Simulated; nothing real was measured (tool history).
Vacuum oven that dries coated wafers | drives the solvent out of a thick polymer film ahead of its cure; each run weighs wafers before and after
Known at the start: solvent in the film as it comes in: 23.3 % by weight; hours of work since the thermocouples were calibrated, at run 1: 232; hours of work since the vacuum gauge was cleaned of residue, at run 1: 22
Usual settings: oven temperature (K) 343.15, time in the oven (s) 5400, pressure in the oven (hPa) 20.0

| run | day | oven temperature (K) | time in the oven (s) | pressure in the oven (hPa) | hours of work since the thermocouples were calibrated | hours of work since the vacuum gauge was cleaned of residue | solvent left in the film (%) |
|---|---|---|---|---|---|---|---|
| 1 | 0.000 | 343.15 | 5400 | 20.0 | 232 | 22 | 4.51 |
| 2 | 0.917 | 343.15 | 5400 | 20.0 | 242 | 32 | 4.44 |
| 3 | 1.729 | 343.15 | 5400 | 20.0 | 251 | 40 | 4.60 |
| 4 | 2.925 | 343.15 | 5400 | 20.0 | 264 | 53 | 4.56 |
| 5 | 4.508 | 343.15 | 3240 | 20.0 | 281 | 70 | 7.73 |
| 6 | 6.083 | 342.15 | 5400 | 20.0 | 298 | 87 | 4.90 |
| 7 | 7.279 | 342.15 | 5400 | 20.0 | 311 | 100 | 5.02 |
| 8 | 8.233 | 343.15 | 8400 | 20.0 | 321 | 111 | 2.60 |
| 9 | 9.658 | 343.15 | 8400 | 20.0 | 337 | 126 | 2.56 |
| 10 | 10.733 | 343.15 | 8400 | 20.0 | 348 | 138 | 2.60 |
| 11 | 12.571 | 343.15 | 8400 | 20.0 | 368 | 157 | 2.59 |
| 12 | 13.621 | 343.15 | 8400 | 20.0 | 379 | 169 | 2.65 |
|  | 13.862 | oven's thermocouples calibrated |
| 13 | 15.150 | 343.15 | 5400 | 20.0 | 14 | 184 | 4.69 |
|  | 16.692 | oven's thermocouples calibrated, once more |
| 14 | 16.717 | 343.15 | 5400 | 20.0 | 0 | 200 | 4.36 |
| 15 | 17.946 | 350.15 | 2820 | 65.1 | 14 | 214 | 6.80 |
| 16 | 19.521 | 328.15 | 3960 | 65.1 | 30 | 230 | 16.04 |
| 17 | 20.492 | 328.15 | 3960 | 65.1 | 41 | 241 | 15.92 |
| 18 | 22.354 | 345.15 | 3660 | 10.3 | 61 | 261 | 5.40 |
| 19 | 23.192 | 342.15 | 8580 | 30.0 | 70 | 270 | 3.26 |
| 20 | 24.546 | 331.15 | 2880 | 23.9 | 85 | 285 | 14.12 |
| 21 | 25.467 | 330.15 | 2880 | 21.3 | 95 | 295 | 14.51 |
| 22 | 26.988 | 357.15 | 5400 | 20.8 | 111 | 311 | 1.00 |
| 23 | 27.925 | 357.15 | 3240 | 24.7 | 121 | 321 | 2.23 |
| 24 | 28.758 | 333.15 | 5400 | 18.4 | 130 | 330 | 9.31 |
| 25 | 30.275 | 332.15 | 5400 | 74.7 | 146 | 346 | 13.34 |
| 26 | 31.533 | 343.15 | 2940 | 34.9 | 160 | 360 | 9.03 |
| 27 | 32.792 | 335.15 | 6960 | 24.7 | 174 | 374 | 7.15 |
| 28 | 34.288 | 358.15 | 4860 | 15.3 | 190 | 390 | 0.85 |

Some steps in solvent left in the film (%) between neighbouring runs. How much of each would the tool show without its hidden state too (settings, what came in, random variation), and how much is left for the hidden state, with any gauge scatter that isn't in both results?
The hidden state here: true wafer temperature over the reading, C; true pressure over the reading, kPa; drift of the gauge itself on solvent_pct, %.
Run 12 -> 13: time in the oven (s) 8400 -> 5400, oven's thermocouples calibrated. solvent left in the film (%) +2.04: hidden state +0.16, all else +1.88.
Run 13 -> 14: oven's thermocouples calibrated, once more. solvent left in the film (%) -0.33: hidden state -0.28, all else -0.05.
Run 19 -> 20: oven temperature (K) 342.15 -> 331.15, time in the oven (s) 8580 -> 2880, pressure in the oven (hPa) 30.0 -> 23.9. solvent left in the film (%) +10.86: hidden state +0.00, all else +10.86.
Run 21 -> 22: oven temperature (K) 330.15 -> 357.15, time in the oven (s) 2880 -> 5400, pressure in the oven (hPa) 21.3 -> 20.8. solvent left in the film (%) -13.51: hidden state -0.05, all else -13.46.

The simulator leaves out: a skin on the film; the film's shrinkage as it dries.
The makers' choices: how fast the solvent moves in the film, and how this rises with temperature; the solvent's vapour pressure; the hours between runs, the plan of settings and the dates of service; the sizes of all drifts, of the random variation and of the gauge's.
